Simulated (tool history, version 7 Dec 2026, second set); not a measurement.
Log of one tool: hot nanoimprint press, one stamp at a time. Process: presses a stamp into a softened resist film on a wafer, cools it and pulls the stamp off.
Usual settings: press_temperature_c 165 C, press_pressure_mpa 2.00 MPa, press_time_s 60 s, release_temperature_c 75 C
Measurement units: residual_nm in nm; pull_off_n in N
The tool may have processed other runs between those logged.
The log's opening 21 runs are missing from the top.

run   hour  press_temperature_c  press_pressure_mpa  press_time_s  release_temperature_c  residual_nm  pull_off_n
 22  202.6                  172                1.71            93                     80        176.2         142
 23  212.0                  172                1.71            93                     76        175.0         155
 24  218.4                  165                2.61            60                     75        214.8         162
 25  231.5                  165                2.61            60                     75        213.0         162
 26  243.6                  174                2.66            60                     67        152.4         206
 27  249.2                  174                2.66            60                     67        152.9         201
     256.1  -- plate thermocouple calibrated, once more
 28  262.0                  171                2.00            97                     60        152.0         224
 29  268.6                  171                2.89            97                     78        124.4         147
 30  275.6                  165                2.51            60                     75        201.2         159

What if the next run were any one of these 4? Each begins from the tool's condition after run 30:
  A  286.1                  165                2.00            52                     65            ?           ?
  B  286.1                  168                2.00            60                     75            ?           ?
  C  286.1                  169                2.00            60                     75            ?           ?
  D  286.1                  165                2.51            60                     68            ?           ?

run  residual_nm  pull_off_n
  A        239.2         201
  B        204.4         161
  C        195.7         161
  D        200.2         188
Had the tool no hidden state, the same runs would have come out as:
run  residual_nm  pull_off_n
  A        235.7         175
  B        201.3         140
  C        192.6         140
  D        196.1         164

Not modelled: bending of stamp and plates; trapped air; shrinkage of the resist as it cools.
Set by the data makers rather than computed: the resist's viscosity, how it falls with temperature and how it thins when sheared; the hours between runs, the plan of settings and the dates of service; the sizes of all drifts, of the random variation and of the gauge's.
